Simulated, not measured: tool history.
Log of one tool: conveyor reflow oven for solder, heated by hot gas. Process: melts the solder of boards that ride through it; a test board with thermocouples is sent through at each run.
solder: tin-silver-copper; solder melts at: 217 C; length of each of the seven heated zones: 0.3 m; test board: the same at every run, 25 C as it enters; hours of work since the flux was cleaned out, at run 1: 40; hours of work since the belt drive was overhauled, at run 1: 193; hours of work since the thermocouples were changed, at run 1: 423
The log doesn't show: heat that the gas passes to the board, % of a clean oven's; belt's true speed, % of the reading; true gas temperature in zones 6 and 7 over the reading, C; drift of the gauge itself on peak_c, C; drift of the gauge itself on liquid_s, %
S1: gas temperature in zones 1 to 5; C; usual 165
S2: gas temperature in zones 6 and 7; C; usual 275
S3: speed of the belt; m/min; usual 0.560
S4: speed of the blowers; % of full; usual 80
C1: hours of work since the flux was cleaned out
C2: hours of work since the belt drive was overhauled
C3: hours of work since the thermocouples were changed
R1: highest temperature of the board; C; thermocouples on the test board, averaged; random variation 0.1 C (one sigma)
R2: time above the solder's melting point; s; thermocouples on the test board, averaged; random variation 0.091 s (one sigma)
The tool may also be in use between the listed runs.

| run | day | S1 | S2 | S3 | S4 | C1 | C2 | C3 | R1 | R2 |
|---|---|---|---|---|---|---|---|---|---|---|
| 1 | 0.000 | 165 | 275 | 0.560 | 80 | 40 | 193 | 423 | 256.9 | 48.33 |
| 2 | 0.696 | 165 | 275 | 0.560 | 80 | 48 | 201 | 430 | 256.9 | 48.18 |
| 3 | 1.154 | 165 | 275 | 0.560 | 80 | 53 | 206 | 435 | 256.7 | 48.43 |
| 4 | 1.704 | 165 | 275 | 0.560 | 80 | 59 | 212 | 441 | 256.9 | 48.31 |
| 5 | 2.333 | 165 | 275 | 0.560 | 80 | 66 | 218 | 448 | 256.8 | 48.20 |
| 6 | 2.842 | 165 | 275 | 0.560 | 80 | 71 | 224 | 454 | 256.8 | 48.24 |
| 7 | 3.254 | 165 | 275 | 0.560 | 80 | 76 | 229 | 458 | 256.7 | 48.28 |
| 8 | 3.575 | 165 | 275 | 0.560 | 80 | 79 | 232 | 462 | 256.9 | 48.52 |
| 9 | 4.062 | 165 | 276 | 0.560 | 80 | 85 | 237 | 467 | 257.6 | 48.82 |
| 10 | 4.804 | 165 | 276 | 0.560 | 80 | 93 | 245 | 475 | 257.5 | 48.80 |
| 11 | 5.375 | 165 | 276 | 0.560 | 80 | 99 | 252 | 481 | 257.4 | 48.71 |
| 12 | 6.017 | 165 | 275 | 0.647 | 80 | 106 | 259 | 488 | 251.2 | 37.86 |
| 13 | 6.662 | 165 | 282 | 0.560 | 75 | 113 | 266 | 495 | 261.0 | 50.26 |
| 14 | 7.246 | 165 | 265 | 0.508 | 80 | 119 | 272 | 502 | 250.6 | 50.33 |
| 15 | 7.742 | 165 | 265 | 0.508 | 80 | 125 | 277 | 507 | 250.7 | 50.38 |
| 16 | 8.408 | 178 | 264 | 0.483 | 80 | 132 | 285 | 514 | 252.8 | 59.30 |
| 17 | 9.017 | 178 | 284 | 0.527 | 80 | 139 | 291 | 521 | 268.2 | 60.81 |
| 18 | 9.342 | 178 | 284 | 0.527 | 59 | 142 | 295 | 525 | 261.3 | 57.31 |
| 19 | 9.954 | 151 | 275 | 0.560 | 80 | 149 | 302 | 531 | 253.8 | 43.38 |
| 20 | 10.462 | 151 | 275 | 0.560 | 80 | 154 | 307 | 537 | 253.7 | 43.32 |
| 21 | 10.796 | 165 | 275 | 0.495 | 70 | 158 | 311 | 540 | 257.2 | 55.35 |

5 ways to go on from here, each from the tool as it stands after run 21. What would each give?
| A | 11.229 | 159 | 275 | 0.495 | 72 | 163 | 316 | 545 | ? | ? |
| B | 11.229 | 153 | 275 | 0.560 | 80 | 163 | 316 | 545 | ? | ? |
| C | 11.229 | 168 | 272 | 0.495 | 70 | 163 | 316 | 545 | ? | ? |
| D | 11.229 | 165 | 275 | 0.620 | 62 | 163 | 316 | 545 | ? | ? |
| E | 11.229 | 161 | 275 | 0.459 | 52 | 163 | 316 | 545 | ? | ? |

| run | R1 | R2 |
|---|---|---|
| A | 256.9 | 53.60 |
| B | 253.8 | 43.95 |
| C | 255.1 | 55.00 |
| D | 245.4 | 35.11 |
| E | 252.7 | 54.10 |
Without the tool's hidden state the same runs would have given:
| run | R1 | R2 |
|---|---|---|
| A | 258.7 | 54.42 |
| B | 255.9 | 44.97 |
| C | 256.8 | 55.77 |
| D | 247.2 | 36.26 |
| E | 254.2 | 54.94 |
